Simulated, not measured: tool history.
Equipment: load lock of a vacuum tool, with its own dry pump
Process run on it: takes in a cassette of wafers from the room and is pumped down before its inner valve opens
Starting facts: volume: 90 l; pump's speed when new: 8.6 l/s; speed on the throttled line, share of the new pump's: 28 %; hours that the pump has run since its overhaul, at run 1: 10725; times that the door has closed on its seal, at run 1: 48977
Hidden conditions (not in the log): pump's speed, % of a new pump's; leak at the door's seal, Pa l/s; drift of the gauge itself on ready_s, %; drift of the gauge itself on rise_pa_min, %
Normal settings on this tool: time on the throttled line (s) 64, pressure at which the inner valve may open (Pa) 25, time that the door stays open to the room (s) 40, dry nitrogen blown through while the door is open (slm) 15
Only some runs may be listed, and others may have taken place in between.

run     hour  time on the throttled line (s)  pressure at which the inner valve may open (Pa)  time that the door stays open to the room (s)  dry nitrogen blown through while the door is open (slm)  hours that the pump has run since its overhaul  times that the door has closed on its seal  incoming humidity of the room's air, %  time from the closed door until the inner valve may open (s)  rise of the pressure with all valves shut (Pa/min)
  1        0                              64                                               25                                             40                                                       15                                           10725                                       48977                                    46.6                                                           144                                               0.552
  2    437.2                              56                                               25                                             40                                                       15                                           11162                                       50489                                    43.8                                                         138.2                                               0.566
  3    970.7                              56                                               25                                             30                                                       15                                           11695                                       52334                                      44                                                         138.1                                               0.592
  4   1429.2                              56                                               25                                             30                                                       15                                           12154                                       53920                                    45.8                                                         138.7                                               0.629
  5   2006.1                              56                                               25                                             30                                                       15                                           12731                                       55915                                      44                                                         138.1                                               0.658
  6   2617.8                              56                                               25                                             30                                                       15                                           13342                                       58030                                      46                                                           140                                               0.695
  7     2916                              56                                               25                                             30                                                       15                                           13641                                       59061                                    41.6                                                         140.2                                               0.723
  8     3412                              56                                               25                                             30                                                       15                                           14137                                       60777                                    48.9                                                         139.6                                               0.751
        3730  -- door's seal changed, seat wiped
  9   3748.4                              53                                               25                                             40                                                       15                                           14472                                          64                                    45.7                                                         138.8                                               0.022
 10   4088.6                              53                                               25                                             40                                                       15                                           14812                                        1241                                    43.2                                                         139.5                                               0.026
 11   4625.5                              64                                               38                                             40                                                       15                                           15349                                        3097                                      45                                                         140.2                                               0.034
 12   4962.8                              64                                               38                                             40                                                       15                                           15686                                        4264                                    45.1                                                         141.3                                               0.034
 13   5561.2                              64                                               38                                             40                                                       15                                           16284                                        6334                                    43.3                                                         141.8                                               0.041
 14   5882.9                              64                                               25                                             40                                                       15                                           16606                                        7446                                      46                                                         147.1                                               0.054
 15     6498                              64                                               25                                             40                                                       15                                           17221                                        9573                                    46.5                                                         148.2                                               0.065
 16   6931.3                              64                                               25                                             40                                                       15                                           17654                                       11072                                    43.8                                                         147.3                                               0.073
 17   7478.9                              64                                               25                                             40                                                       15                                           18202                                       12966                                      44                                                         148.9                                               0.084
      7937.7  -- dry pump taken out, an overhauled one fitted
 18   7963.5                              64                                               21                                             40                                                       15                                              26                                       14621                                    43.8                                                         138.7                                               0.102
 19   8299.4                              64                                               21                                             40                                                       15                                             362                                       15783                                    43.2                                                         136.1                                               0.112
 20   8619.5                              57                                               25                                             40                                                       15                                             682                                       16890                                    45.9                                                         131.7                                               0.127
 21   9127.1                              45                                               25                                            137                                                       12                                            1189                                       18645                                      45                                                         121.3                                               0.156
 22     9723                              45                                               25                                            137                                                       12                                            1785                                       20706                                    45.5                                                         123.3                                               0.178
 23  10326.3                              64                                               35                                             63                                                       15                                            2389                                       22792                                    44.1                                                         132.9                                               0.179
 24    10743                             114                                               23                                             40                                                       15                                            2805                                       24234                                    45.7                                                         171.8                                               0.185
 25  11297.9                             114                                               23                                             40                                                       15                                            3360                                       26153                                    45.4                                                         173.8                                               0.201
 26  11693.5                              38                                               25                                             40                                                       33                                            3756                                       27521                                    42.3                                                         118.4                                               0.209
 27  12162.4                              64                                               25                                            126                                                       15                                            4225                                       29143                                    46.7                                                         137.8                                               0.256
 28  12609.2                              34                                               25                                            122                                                       15                                            4672                                       30688                                    45.5                                                         116.7                                               0.272
 29  13059.6                              34                                               25                                            122                                                       15                                            5122                                       32246                                    45.4                                                           116                                               0.294
 30  13572.2                              49                                               25                                             40                                                       14                                            5634                                       34018                                    43.9                                                           127                                               0.299
 31  13929.5                              64                                               25                                             40                                                       10                                            5992                                       35254                                    48.2                                                         138.5                                               0.313
 32  14460.2                              64                                               29                                             40                                                       38                                            6523                                       37090                                    46.3                                                         136.4                                               0.328
 33  14930.3                              39                                               25                                             40                                                       10                                            6993                                       38715                                    43.8                                                         119.9                                               0.362
 34  15425.4                              39                                               25                                             40                                                       10                                            7488                                       40428                                    43.3                                                         122.1                                               0.387
 35  16032.6                              39                                               25                                             40                                                       10                                            8095                                       42528                                    44.2                                                         123.7                                               0.412
 36  16543.3                              39                                               25                                             40                                                       10                                            8606                                       44294                                    48.9                                                         123.6                                               0.443

3 options for the next run, each taken on its own from the tool as it stands now. Forecast them:
  A  16946.6                              39                                               25                                             61                                                        5                                            9009                                       45688                                    44.9                                                             ?                                                   ?
  B  16946.6                              41                                               25                                             40                                                       15                                            9009                                       45688                                    44.7                                                             ?                                                   ?
  C  16946.6                              40                                               25                                             40                                                       10                                            9009                                       45688                                    41.3                                                             ?                                                   ?

run  time from the closed door until the inner valve may open (s)  rise of the pressure with all valves shut (Pa/min)
  A                                                         123.1                                               0.491
  B                                                         123.6                                               0.463
  C                                                           126                                               0.464
Had the tool no hidden state, the same runs would have come out as:
run  time from the closed door until the inner valve may open (s)  rise of the pressure with all valves shut (Pa/min)
  A                                                         115.2                                                0.04
  B                                                           116                                               0.019
  C                                                         118.3                                               0.022
